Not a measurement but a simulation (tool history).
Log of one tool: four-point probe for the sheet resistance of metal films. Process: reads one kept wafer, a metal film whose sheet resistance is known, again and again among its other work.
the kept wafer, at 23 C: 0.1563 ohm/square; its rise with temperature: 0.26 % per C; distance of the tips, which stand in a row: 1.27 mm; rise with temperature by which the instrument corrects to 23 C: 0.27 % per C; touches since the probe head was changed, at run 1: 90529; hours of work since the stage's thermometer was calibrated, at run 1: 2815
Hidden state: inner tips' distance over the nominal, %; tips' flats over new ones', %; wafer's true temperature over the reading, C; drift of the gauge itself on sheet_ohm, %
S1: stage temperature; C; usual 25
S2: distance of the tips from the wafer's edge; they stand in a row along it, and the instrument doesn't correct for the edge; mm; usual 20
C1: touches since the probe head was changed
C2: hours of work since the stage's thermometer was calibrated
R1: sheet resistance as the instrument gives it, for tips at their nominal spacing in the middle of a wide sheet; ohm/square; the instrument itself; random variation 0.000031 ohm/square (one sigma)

{"run": 1, "hour": 0.0, "S1": 25, "S2": 20, "C1": 90529, "C2": 2815, "R1": 0.158333}
{"run": 2, "hour": 97.1, "S1": 28, "S2": 20, "C1": 94114, "C2": 2877, "R1": 0.158327}
{"run": 3, "hour": 208.2, "S1": 28, "S2": 20, "C1": 98213, "C2": 2947, "R1": 0.158433}
{"hour": 229.5, "done": "stage's thermometer calibrated"}
{"run": 4, "hour": 290.4, "S1": 33, "S2": 20, "C1": 101227, "C2": 38, "R1": 0.158211}
{"run": 5, "hour": 345.1, "S1": 33, "S2": 20, "C1": 103248, "C2": 73, "R1": 0.158326}
{"run": 6, "hour": 422.7, "S1": 24, "S2": 20, "C1": 106110, "C2": 122, "R1": 0.158424}
{"run": 7, "hour": 487.4, "S1": 24, "S2": 20, "C1": 108499, "C2": 163, "R1": 0.15844}
{"run": 8, "hour": 554.7, "S1": 26, "S2": 20, "C1": 110981, "C2": 205, "R1": 0.15849}
{"run": 9, "hour": 667.9, "S1": 25, "S2": 20, "C1": 115159, "C2": 277, "R1": 0.158489}
{"run": 10, "hour": 739.0, "S1": 25, "S2": 20, "C1": 117785, "C2": 322, "R1": 0.158557}
{"hour": 852.4, "done": "new probe head fitted"}
{"run": 11, "hour": 853.1, "S1": 25, "S2": 20, "C1": 25, "C2": 393, "R1": 0.156729}
{"run": 12, "hour": 951.9, "S1": 25, "S2": 20, "C1": 3672, "C2": 456, "R1": 0.156783}
{"run": 13, "hour": 1054.6, "S1": 25, "S2": 20, "C1": 7461, "C2": 521, "R1": 0.156763}
{"run": 14, "hour": 1156.8, "S1": 25, "S2": 20, "C1": 11235, "C2": 585, "R1": 0.156864}
{"run": 15, "hour": 1237.5, "S1": 25, "S2": 42, "C1": 14211, "C2": 636, "R1": 0.156592}
{"run": 16, "hour": 1339.3, "S1": 25, "S2": 20, "C1": 17970, "C2": 700, "R1": 0.156949}
{"run": 17, "hour": 1407.6, "S1": 25, "S2": 20, "C1": 20491, "C2": 744, "R1": 0.15693}
{"run": 18, "hour": 1469.3, "S1": 25, "S2": 20, "C1": 22767, "C2": 783, "R1": 0.157005}
{"run": 19, "hour": 1552.9, "S1": 25, "S2": 20, "C1": 25852, "C2": 835, "R1": 0.157038}
{"run": 20, "hour": 1604.9, "S1": 25, "S2": 20, "C1": 27770, "C2": 868, "R1": 0.15705}
{"run": 21, "hour": 1707.9, "S1": 25, "S2": 20, "C1": 31573, "C2": 933, "R1": 0.157124}
{"run": 22, "hour": 1806.1, "S1": 25, "S2": 20, "C1": 35197, "C2": 995, "R1": 0.157143}
{"run": 23, "hour": 1900.2, "S1": 19, "S2": 20, "C1": 38670, "C2": 1055, "R1": 0.157323}
{"run": 24, "hour": 1995.4, "S1": 21, "S2": 7, "C1": 42185, "C2": 1115, "R1": 0.159752}
{"run": 25, "hour": 2048.3, "S1": 21, "S2": 12, "C1": 44135, "C2": 1148, "R1": 0.15791}
{"run": 26, "hour": 2160.8, "S1": 25, "S2": 69, "C1": 48289, "C2": 1219, "R1": 0.156969}
{"run": 27, "hour": 2221.8, "S1": 25, "S2": 20, "C1": 50538, "C2": 1258, "R1": 0.157365}
{"run": 28, "hour": 2276.0, "S1": 25, "S2": 20, "C1": 52537, "C2": 1292, "R1": 0.157362}
{"run": 29, "hour": 2336.7, "S1": 20, "S2": 34, "C1": 54781, "C2": 1331, "R1": 0.157264}
{"run": 30, "hour": 2436.8, "S1": 20, "S2": 61, "C1": 58475, "C2": 1394, "R1": 0.157253}
{"run": 31, "hour": 2489.5, "S1": 23, "S2": 14, "C1": 60418, "C2": 1427, "R1": 0.157928}
{"run": 32, "hour": 2600.6, "S1": 23, "S2": 14, "C1": 64519, "C2": 1497, "R1": 0.157931}
{"run": 33, "hour": 2674.4, "S1": 29, "S2": 6, "C1": 67241, "C2": 1544, "R1": 0.16091}
{"run": 34, "hour": 2775.4, "S1": 34, "S2": 22, "C1": 70971, "C2": 1608, "R1": 0.157444}
{"run": 35, "hour": 2847.4, "S1": 34, "S2": 22, "C1": 73626, "C2": 1653, "R1": 0.157429}
{"run": 36, "hour": 2955.7, "S1": 18, "S2": 22, "C1": 77622, "C2": 1722, "R1": 0.157752}
{"run": 37, "hour": 3036.1, "S1": 18, "S2": 22, "C1": 80593, "C2": 1772, "R1": 0.1579}

The next listed run, before its measurement:
{"run": 38, "hour": 3105.6, "S1": 21, "S2": 3, "C1": 83158, "C2": 1816, "R1": "?"}

R1: 0.171273 ohm/square
Without the tool's hidden state the same run would have given R1 0.169998 ohm/square.
